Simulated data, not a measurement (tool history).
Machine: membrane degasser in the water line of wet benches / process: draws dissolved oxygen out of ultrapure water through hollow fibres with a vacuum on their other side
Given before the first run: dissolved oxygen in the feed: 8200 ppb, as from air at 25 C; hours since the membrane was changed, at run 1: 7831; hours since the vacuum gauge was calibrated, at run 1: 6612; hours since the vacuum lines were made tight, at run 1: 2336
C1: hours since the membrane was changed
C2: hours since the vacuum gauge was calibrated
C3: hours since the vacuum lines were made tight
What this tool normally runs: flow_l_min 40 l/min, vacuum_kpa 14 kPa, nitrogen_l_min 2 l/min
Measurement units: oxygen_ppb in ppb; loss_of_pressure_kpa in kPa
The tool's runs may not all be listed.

{"run": 1, "day": 0.0, "flow_l_min": 40, "vacuum_kpa": 14, "nitrogen_l_min": 2, "C1": 7831, "C2": 6612, "C3": 2336, "oxygen_ppb": 494, "loss_of_pressure_kpa": 70.95}
{"run": 2, "day": 9.458, "flow_l_min": 40, "vacuum_kpa": 14, "nitrogen_l_min": 5, "C1": 8058, "C2": 6839, "C3": 2563, "oxygen_ppb": 237.6, "loss_of_pressure_kpa": 71.42}
{"day": 16.188, "done": "vacuum gauge calibrated"}
{"run": 3, "day": 18.825, "flow_l_min": 40, "vacuum_kpa": 14, "nitrogen_l_min": 5, "C1": 8282, "C2": 63, "C3": 2788, "oxygen_ppb": 240.3, "loss_of_pressure_kpa": 71.18}
{"run": 4, "day": 25.417, "flow_l_min": 40, "vacuum_kpa": 10.7, "nitrogen_l_min": 2, "C1": 8440, "C2": 222, "C3": 2946, "oxygen_ppb": 358.9, "loss_of_pressure_kpa": 71.16}
{"run": 5, "day": 31.954, "flow_l_min": 40, "vacuum_kpa": 10.7, "nitrogen_l_min": 2, "C1": 8597, "C2": 378, "C3": 3103, "oxygen_ppb": 360.7, "loss_of_pressure_kpa": 71.49}
{"run": 6, "day": 42.221, "flow_l_min": 41, "vacuum_kpa": 14, "nitrogen_l_min": 2, "C1": 8843, "C2": 625, "C3": 3349, "oxygen_ppb": 508, "loss_of_pressure_kpa": 73.44}
{"run": 7, "day": 48.946, "flow_l_min": 40, "vacuum_kpa": 14, "nitrogen_l_min": 2, "C1": 9005, "C2": 786, "C3": 3511, "oxygen_ppb": 493.5, "loss_of_pressure_kpa": 71.81}
{"run": 8, "day": 54.404, "flow_l_min": 40, "vacuum_kpa": 14, "nitrogen_l_min": 2, "C1": 9136, "C2": 917, "C3": 3642, "oxygen_ppb": 495.7, "loss_of_pressure_kpa": 71.17}
{"day": 63.875, "done": "vacuum gauge calibrated, once more"}
{"run": 9, "day": 63.875, "flow_l_min": 40, "vacuum_kpa": 14, "nitrogen_l_min": 2, "C1": 9363, "C2": 0, "C3": 3868, "oxygen_ppb": 494.1, "loss_of_pressure_kpa": 71.68}
{"run": 10, "day": 68.738, "flow_l_min": 40, "vacuum_kpa": 14, "nitrogen_l_min": 2, "C1": 9479, "C2": 117, "C3": 3985, "oxygen_ppb": 492.8, "loss_of_pressure_kpa": 71.9}
{"run": 11, "day": 74.175, "flow_l_min": 40, "vacuum_kpa": 14, "nitrogen_l_min": 2, "C1": 9610, "C2": 247, "C3": 4116, "oxygen_ppb": 494.6, "loss_of_pressure_kpa": 71.83}
{"run": 12, "day": 83.412, "flow_l_min": 40, "vacuum_kpa": 14, "nitrogen_l_min": 2.11, "C1": 9832, "C2": 469, "C3": 4337, "oxygen_ppb": 473.2, "loss_of_pressure_kpa": 71.87}
{"run": 13, "day": 87.908, "flow_l_min": 40, "vacuum_kpa": 14, "nitrogen_l_min": 2.11, "C1": 9939, "C2": 577, "C3": 4445, "oxygen_ppb": 473.6, "loss_of_pressure_kpa": 71.55}
{"run": 14, "day": 96.65, "flow_l_min": 60, "vacuum_kpa": 14, "nitrogen_l_min": 2.11, "C1": 10149, "C2": 787, "C3": 4655, "oxygen_ppb": 705.2, "loss_of_pressure_kpa": 107.73}
{"run": 15, "day": 106.421, "flow_l_min": 40, "vacuum_kpa": 14, "nitrogen_l_min": 1.28, "C1": 10384, "C2": 1021, "C3": 4890, "oxygen_ppb": 690.8, "loss_of_pressure_kpa": 72.3}
{"run": 16, "day": 116.775, "flow_l_min": 40, "vacuum_kpa": 14, "nitrogen_l_min": 1.28, "C1": 10632, "C2": 1270, "C3": 5138, "oxygen_ppb": 692.9, "loss_of_pressure_kpa": 72.5}
{"run": 17, "day": 125.008, "flow_l_min": 29, "vacuum_kpa": 34.2, "nitrogen_l_min": 1.59, "C1": 10830, "C2": 1467, "C3": 5336, "oxygen_ppb": 1136.5, "loss_of_pressure_kpa": 52.74}
{"run": 18, "day": 134.171, "flow_l_min": 40, "vacuum_kpa": 12.8, "nitrogen_l_min": 0.92, "C1": 11050, "C2": 1687, "C3": 5556, "oxygen_ppb": 793.9, "loss_of_pressure_kpa": 72.11}
{"run": 19, "day": 143.042, "flow_l_min": 40, "vacuum_kpa": 12.8, "nitrogen_l_min": 0.92, "C1": 11263, "C2": 1900, "C3": 5768, "oxygen_ppb": 795.4, "loss_of_pressure_kpa": 72.53}
{"run": 20, "day": 151.15, "flow_l_min": 29, "vacuum_kpa": 14, "nitrogen_l_min": 1.21, "C1": 11457, "C2": 2095, "C3": 5963, "oxygen_ppb": 550, "loss_of_pressure_kpa": 52.49}
{"run": 21, "day": 161.362, "flow_l_min": 28, "vacuum_kpa": 9.8, "nitrogen_l_min": 5.32, "C1": 11702, "C2": 2340, "C3": 6208, "oxygen_ppb": 98.2, "loss_of_pressure_kpa": 50.72}
{"day": 162.8, "done": "seals of the vacuum lines changed"}
{"run": 22, "day": 171.092, "flow_l_min": 40, "vacuum_kpa": 31.2, "nitrogen_l_min": 2, "C1": 11934, "C2": 2571, "C3": 199, "oxygen_ppb": 1130.3, "loss_of_pressure_kpa": 72.58}
{"run": 23, "day": 175.583, "flow_l_min": 53, "vacuum_kpa": 14, "nitrogen_l_min": 1.25, "C1": 12042, "C2": 2679, "C3": 307, "oxygen_ppb": 904.4, "loss_of_pressure_kpa": 96.76}
{"run": 24, "day": 182.667, "flow_l_min": 53, "vacuum_kpa": 14, "nitrogen_l_min": 1.25, "C1": 12212, "C2": 2849, "C3": 477, "oxygen_ppb": 899.9, "loss_of_pressure_kpa": 96.8}
{"run": 25, "day": 190.542, "flow_l_min": 53, "vacuum_kpa": 14, "nitrogen_l_min": 1.25, "C1": 12401, "C2": 3038, "C3": 666, "oxygen_ppb": 908.1, "loss_of_pressure_kpa": 96.55}
{"run": 26, "day": 196.662, "flow_l_min": 26, "vacuum_kpa": 10.6, "nitrogen_l_min": 3.01, "C1": 12548, "C2": 3185, "C3": 813, "oxygen_ppb": 161.8, "loss_of_pressure_kpa": 46.95}
{"run": 27, "day": 204.971, "flow_l_min": 35, "vacuum_kpa": 21, "nitrogen_l_min": 3.01, "C1": 12747, "C2": 3384, "C3": 1012, "oxygen_ppb": 485.9, "loss_of_pressure_kpa": 63.54}
{"run": 28, "day": 209.625, "flow_l_min": 35, "vacuum_kpa": 21, "nitrogen_l_min": 3.01, "C1": 12859, "C2": 3496, "C3": 1124, "oxygen_ppb": 487.3, "loss_of_pressure_kpa": 63.99}
{"run": 29, "day": 217.088, "flow_l_min": 43, "vacuum_kpa": 21.8, "nitrogen_l_min": 3.01, "C1": 13038, "C2": 3675, "C3": 1303, "oxygen_ppb": 617.6, "loss_of_pressure_kpa": 78.11}
{"run": 30, "day": 225.733, "flow_l_min": 40, "vacuum_kpa": 14, "nitrogen_l_min": 0.94, "C1": 13245, "C2": 3883, "C3": 1510, "oxygen_ppb": 880.2, "loss_of_pressure_kpa": 73.06}
{"run": 31, "day": 232.4, "flow_l_min": 45, "vacuum_kpa": 14, "nitrogen_l_min": 2, "C1": 13405, "C2": 4043, "C3": 1670, "oxygen_ppb": 558.9, "loss_of_pressure_kpa": 82.4}
{"run": 32, "day": 241.108, "flow_l_min": 40, "vacuum_kpa": 30.1, "nitrogen_l_min": 3.55, "C1": 13614, "C2": 4252, "C3": 1879, "oxygen_ppb": 698.9, "loss_of_pressure_kpa": 73.23}

Some steps in oxygen_ppb, run to run, broken into two amounts with sign: the step expected even without the hidden condition (settings, incoming material, random variation), and the rest, left for the hidden condition together with whatever gauge scatter is not in both the measured and the hidden-condition-free result:
The tool's hidden condition here consists of: membrane still open, %; true pressure behind the membrane over the reading, kPa; air that leaks in behind the membrane, l/min; drift of the gauge itself on oxygen_ppb, %; drift of the gauge itself on loss_of_pressure_kpa, %.
Run 13 -> 14: flow_l_min 40 -> 60. oxygen_ppb +231.6 ppb: hidden state +9.7, all else +221.9.
Run 14 -> 15: flow_l_min 60 -> 40, nitrogen_l_min 2.11 -> 1.28. oxygen_ppb -14.4 ppb: hidden state -9.6, all else -4.8.
Run 20 -> 21: flow_l_min 29 -> 28, vacuum_kpa 14 -> 9.8, nitrogen_l_min 1.21 -> 5.32. oxygen_ppb -451.8 ppb: hidden state -1.7, all else -450.1.
Run 21 -> 22: flow_l_min 28 -> 40, vacuum_kpa 9.8 -> 31.2, nitrogen_l_min 5.32 -> 2, seals of the vacuum lines changed. oxygen_ppb +1032.1 ppb: hidden state +4.3, all else +1027.8.
Run 25 -> 26: flow_l_min 53 -> 26, vacuum_kpa 14 -> 10.6, nitrogen_l_min 1.25 -> 3.01. oxygen_ppb -746.3 ppb: hidden state -14.8, all else -731.5.

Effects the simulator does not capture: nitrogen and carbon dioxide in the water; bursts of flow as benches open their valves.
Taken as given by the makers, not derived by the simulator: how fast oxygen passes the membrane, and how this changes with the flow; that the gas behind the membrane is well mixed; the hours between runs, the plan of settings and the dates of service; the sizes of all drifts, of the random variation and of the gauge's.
